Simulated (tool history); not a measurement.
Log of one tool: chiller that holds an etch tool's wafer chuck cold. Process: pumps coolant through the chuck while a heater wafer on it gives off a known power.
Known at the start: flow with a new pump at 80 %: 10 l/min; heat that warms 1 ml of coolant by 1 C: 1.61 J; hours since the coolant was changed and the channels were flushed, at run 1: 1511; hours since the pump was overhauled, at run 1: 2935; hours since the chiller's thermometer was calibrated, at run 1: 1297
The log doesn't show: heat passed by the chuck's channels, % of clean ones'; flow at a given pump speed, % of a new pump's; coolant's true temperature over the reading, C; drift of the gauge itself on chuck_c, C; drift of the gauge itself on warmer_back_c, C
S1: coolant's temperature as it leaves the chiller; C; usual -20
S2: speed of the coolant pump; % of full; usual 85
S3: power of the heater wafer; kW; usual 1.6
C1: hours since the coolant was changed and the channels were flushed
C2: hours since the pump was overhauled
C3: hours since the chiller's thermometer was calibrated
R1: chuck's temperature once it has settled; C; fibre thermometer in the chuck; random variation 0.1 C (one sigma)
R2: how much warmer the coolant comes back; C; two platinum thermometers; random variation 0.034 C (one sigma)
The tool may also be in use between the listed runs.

| run | hour | S1 | S2 | S3 | C1 | C2 | C3 | R1 | R2 |
|---|---|---|---|---|---|---|---|---|---|
| 1 | 0 | -20 | 85 | 1.6 | 1511 | 2935 | 1297 | -5.5 | 5.6 |
| 2 | 200.1 | -20 | 85 | 1.6 | 1711 | 3135 | 1497 | -5.4 | 5.58 |
| 3 | 366.1 | -20 | 85 | 1.6 | 1877 | 3301 | 1663 | -5.5 | 5.65 |
| 4 | 502.6 | -20 | 85 | 1.6 | 2014 | 3437 | 1800 | -5.1 | 5.62 |
| 5 | 697.3 | -20 | 85 | 1.6 | 2208 | 3632 | 1994 | -5.3 | 5.65 |
| 6 | 886 | -20 | 89 | 1.6 | 2397 | 3821 | 2183 | -5.8 | 5.33 |
| 7 | 1025.4 | -20 | 89 | 1.6 | 2537 | 3960 | 2322 | -5.7 | 5.34 |
| 8 | 1179.6 | -20 | 89 | 1.6 | 2691 | 4114 | 2477 | -5.7 | 5.32 |
| 9 | 1351.1 | -20 | 89 | 1.6 | 2862 | 4286 | 2648 | -5.9 | 5.34 |
| 10 | 1493.6 | -20 | 89 | 1.6 | 3005 | 4428 | 2791 | -5.5 | 5.33 |
| 11 | 1619.5 | -20 | 89 | 1.6 | 3131 | 4554 | 2916 | -5.6 | 5.37 |
| 12 | 1726.8 | -20 | 89 | 1.6 | 3238 | 4661 | 3024 | -5.9 | 5.33 |
|  | 1772.5 | chiller's thermometer calibrated |
| 13 | 1926.8 | -20 | 89 | 1.6 | 3437 | 4860 | 154 | -5.6 | 5.35 |
| 14 | 2033 | -20 | 85 | 1.945 | 3543 | 4967 | 260 | -2.1 | 6.83 |
| 15 | 2146.4 | -20 | 85 | 1.6 | 3656 | 5080 | 374 | -5.3 | 5.65 |
| 16 | 2295.8 | -29 | 85 | 1.622 | 3806 | 5229 | 523 | -14.2 | 5.71 |
| 17 | 2497.8 | -29 | 85 | 1.37 | 4008 | 5431 | 725 | -16.3 | 4.86 |
| 18 | 2677.4 | -25 | 87 | 1.6 | 4188 | 5611 | 905 | -10.5 | 5.48 |
| 19 | 2847.4 | -25 | 87 | 1.6 | 4358 | 5781 | 1075 | -10.3 | 5.5 |
| 20 | 2945.7 | -26 | 81 | 1.621 | 4456 | 5879 | 1173 | -10.7 | 6.04 |
|  | 3118.4 | coolant changed, channels flushed |
| 21 | 3146 | -26 | 64 | 1.059 | 28 | 6074 | 1368 | -14.3 | 5.04 |
| 22 | 3241.6 | -20 | 73 | 1.6 | 123 | 6169 | 1463 | -4.1 | 6.55 |
| 23 | 3439.6 | -20 | 79 | 1.6 | 321 | 6367 | 1661 | -4.7 | 6.09 |
| 24 | 3603.2 | -20 | 79 | 1.6 | 485 | 6531 | 1825 | -4.6 | 6.03 |
| 25 | 3713.5 | -20 | 79 | 1.6 | 595 | 6641 | 1935 | -4.8 | 6.02 |
| 26 | 3875.5 | -10 | 64 | 2.013 | 757 | 6803 | 2097 | 11.7 | 9.5 |
| 27 | 4034.4 | -17 | 61 | 1.554 | 916 | 6962 | 2256 | 0.5 | 7.73 |
| 28 | 4143.6 | -23 | 73 | 1.504 | 1025 | 7071 | 2365 | -7.7 | 6.18 |
| 29 | 4260.1 | -21 | 65 | 1.292 | 1142 | 7188 | 2482 | -7.2 | 6.01 |
| 30 | 4441 | -18 | 69 | 2.138 | 1323 | 7369 | 2663 | 4.1 | 9.3 |

Forecast each of these 3 alternatives for the next run:
| A | 4571 | -15 | 85 | 1.6 | 1453 | 7499 | 2793 | ? | ? |
| B | 4571 | -26 | 85 | 1.29 | 1453 | 7499 | 2793 | ? | ? |
| C | 4571 | -18 | 85 | 1.631 | 1453 | 7499 | 2793 | ? | ? |

| run | R1 | R2 |
|---|---|---|
| A | -0.4 | 5.62 |
| B | -14.3 | 4.6 |
| C | -3.2 | 5.74 |
Without the tool's hidden state the same runs would have given:
| run | R1 | R2 |
|---|---|---|
| A | -0.4 | 5.6 |
| B | -14.4 | 4.59 |
| C | -3.3 | 5.73 |
